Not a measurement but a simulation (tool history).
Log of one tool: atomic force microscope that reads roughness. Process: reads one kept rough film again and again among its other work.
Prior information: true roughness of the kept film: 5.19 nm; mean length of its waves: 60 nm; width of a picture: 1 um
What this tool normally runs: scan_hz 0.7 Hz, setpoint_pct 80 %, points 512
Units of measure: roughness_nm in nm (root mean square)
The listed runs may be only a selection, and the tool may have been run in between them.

Run 1, hour 0: usual settings. Result: roughness_nm 4.838 nm (root mean square).
Run 2, hour 21: usual settings. Result: roughness_nm 4.57 nm (root mean square).
At hour 46.5: new tip fitted.
Run 3, hour 46.5: usual settings. Result: roughness_nm 4.803 nm (root mean square).
Run 4, hour 79.7: usual settings. Result: roughness_nm 4.455 nm (root mean square).
At hour 94.5: new tip fitted.
Run 5, hour 123: usual settings. Result: roughness_nm 4.541 nm (root mean square).
At hour 140.2: new tip fitted.
Run 6, hour 157.5: usual settings. Result: roughness_nm 4.666 nm (root mean square).
At hour 187.3: new tip fitted.
Run 7, hour 193.7: usual settings but scan_hz 1.536 Hz. Result: roughness_nm 4.581 nm (root mean square).
Run 8, hour 217.9: usual settings but scan_hz 0.675 Hz. Result: roughness_nm 4.506 nm (root mean square).
At hour 236.1: new tip fitted.
Run 9, hour 255.2: usual settings but scan_hz 0.675 Hz. Result: roughness_nm 4.592 nm (root mean square).
At hour 285.5: new tip fitted.
Run 10, hour 288.9: usual settings but setpoint_pct 60 %. Result: roughness_nm 4.892 nm (root mean square).
At hour 331.9: new tip fitted.
Run 11, hour 334.5: usual settings but setpoint_pct 60 %. Result: roughness_nm 4.908 nm (root mean square).
Run 12, hour 369: usual settings but setpoint_pct 60 %. Result: roughness_nm 4.563 nm (root mean square).
At hour 377.8: new tip fitted.
Run 13, hour 408.4: usual settings but scan_hz 0.839 Hz, setpoint_pct 61 %, points 981. Result: roughness_nm 4.623 nm (root mean square).
At hour 426.6: new tip fitted.
Run 14, hour 453.4: usual settings but scan_hz 2.562 Hz, setpoint_pct 61 %, points 981. Result: roughness_nm 4.519 nm (root mean square).
At hour 473.8: new tip fitted.
Run 15, hour 476.9: usual settings but setpoint_pct 66 %, points 490. Result: roughness_nm 4.838 nm (root mean square).
At hour 522.1: new tip fitted.
Run 16, hour 524.8: usual settings but setpoint_pct 66 %, points 490. Result: roughness_nm 4.841 nm (root mean square).
Run 17, hour 565.4: usual settings but setpoint_pct 70 %, points 490. Result: roughness_nm 4.438 nm (root mean square).
At hour 570.4: new tip fitted.
Run 18, hour 600.7: usual settings but points 757. Result: roughness_nm 4.508 nm (root mean square).
At hour 616.5: new tip fitted.
Run 19, hour 648.8: usual settings but scan_hz 2.127 Hz, setpoint_pct 57 %, points 265. Result: roughness_nm 4.496 nm (root mean square).
At hour 662.6: new tip fitted.
Run 20, hour 697.2: usual settings but scan_hz 0.806 Hz, setpoint_pct 58 %, points 929. Result: roughness_nm 4.613 nm (root mean square).
At hour 709.5: new tip fitted.
Run 21, hour 748.4: usual settings but setpoint_pct 74 %, points 917. Result: roughness_nm 4.45 nm (root mean square).
At hour 756.7: new tip fitted.
Run 22, hour 796.4: usual settings but scan_hz 2.645 Hz, setpoint_pct 79 %. Result: roughness_nm 4.075 nm (root mean square).
At hour 805.8: new tip fitted.
At hour 817: height scale calibrated on a step standard.
Run 23, hour 829.3: usual settings but scan_hz 2.645 Hz, setpoint_pct 79 %. Result: roughness_nm 4.303 nm (root mean square).

Alternative continuations, all from the tool just after run 23; predict every row:
At hour 855.5: new tip fitted.
Run A, hour 877.9: usual settings but scan_hz 3.669 Hz, points 705. Result: roughness_nm ?.
At hour 855.5: new tip fitted.
Run B, hour 877.9: usual settings but setpoint_pct 74 %, points 474. Result: roughness_nm ?.
At hour 855.5: new tip fitted.
Run C, hour 877.9: usual settings but scan_hz 1.32 Hz, points 453. Result: roughness_nm ?.

run  roughness_nm
  A         4.093
  B          4.72
  C         4.519
What these runs would have given with no unlogged condition in the tool:
run  roughness_nm
  A         4.294
  B         4.952
  C         4.741
